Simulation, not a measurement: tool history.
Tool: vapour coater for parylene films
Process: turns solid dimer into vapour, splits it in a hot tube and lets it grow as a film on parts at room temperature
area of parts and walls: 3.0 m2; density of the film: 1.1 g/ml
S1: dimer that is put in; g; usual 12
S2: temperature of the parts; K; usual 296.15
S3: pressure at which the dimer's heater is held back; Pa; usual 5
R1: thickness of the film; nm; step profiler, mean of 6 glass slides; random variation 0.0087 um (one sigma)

run     day  S1      S2     S3    R1
  1       0  12  296.15      5  1916
  2   0.517  12  296.15      5  1915
  3   1.471  12  296.15      5  1913
  4   1.946   8  296.15      5  1274
  5   2.708   8  296.15      5  1274
  6   3.154  12  296.15      5  1908
  7   3.662  12  296.15      5  1912
  8   4.358  12  293.15      5  2129
  9   5.008  12  293.15      5  2118
 10   5.821  12  293.15      5  2110
 11   6.342  12  293.15      5  2118
 12   6.917  12  293.15      5  2076
 13   7.829  12  293.15      5  2047
 14   8.254   7  293.15   9.76  1153
 15   9.154   7  293.15   9.76  1150
 16   9.646   6  295.15  11.76   903
 17  10.121   9  294.15   7.22  1457
 18  10.617  12  296.15   2.28  1888
 19  11.071  12  296.15   2.28  1904
 20  11.662  20  289.15   5.02  4224
 21  12.204  20  289.15   5.02  4230
 22  13.025  16  289.15  11.19  3225

Taken out of this log: 2 entries between the listed runs. Where each belongs, and how the hidden state differs across it:
Between runs 11 and 12: trap's valve overhauled (day 6.562)
  vapour lost through the trap's worn valve, %: 3.7 -> 5.8
  measured less the result without the state, R1: -63 -> -111 nm
Between runs 19 and 20: trap's valve overhauled, once more (day 11.579)
  vapour lost through the trap's worn valve, %: 7 -> 0.5
  measured less the result without the state, R1: -126 -> +16 nm
